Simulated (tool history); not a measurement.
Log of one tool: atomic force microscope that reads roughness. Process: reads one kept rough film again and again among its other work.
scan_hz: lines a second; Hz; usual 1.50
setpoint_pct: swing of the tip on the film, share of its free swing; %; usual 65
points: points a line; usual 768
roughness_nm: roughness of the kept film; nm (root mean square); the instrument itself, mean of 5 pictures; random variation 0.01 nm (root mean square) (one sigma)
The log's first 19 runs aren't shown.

run	day	scan_hz	setpoint_pct	points	roughness_nm
20	15.738	1.52	72	468	2.229
21	16.429	1.26	86	642	2.150
22	17.004	1.66	67	274	2.218
23	17.862	0.59	67	274	2.276
24	18.650	0.59	60	274	2.260
25	19.167	1.93	65	768	2.177
26	20.162	1.93	57	768	2.200
27	21.242	1.50	76	739	2.107
# day 21.342: new tip fitted
28	21.971	2.74	76	739	2.138
29	22.842	2.74	76	739	2.117
30	23.642	2.99	72	313	2.146
31	24.458	2.99	70	488	2.141
32	25.475	0.58	57	852	2.311
33	25.971	0.58	57	852	2.301

Forecast each of these 4 alternatives for the next run:
A	27.100	3.27	57	852	?
B	27.100	0.95	65	786	?
C	27.100	1.50	65	499	?
D	27.100	2.65	57	387	?

run	roughness_nm
A	2.198
B	2.239
C	2.226
D	2.219
Without the tool's hidden state the same runs would have given:
run	roughness_nm
A	2.302
B	2.345
C	2.331
D	2.324
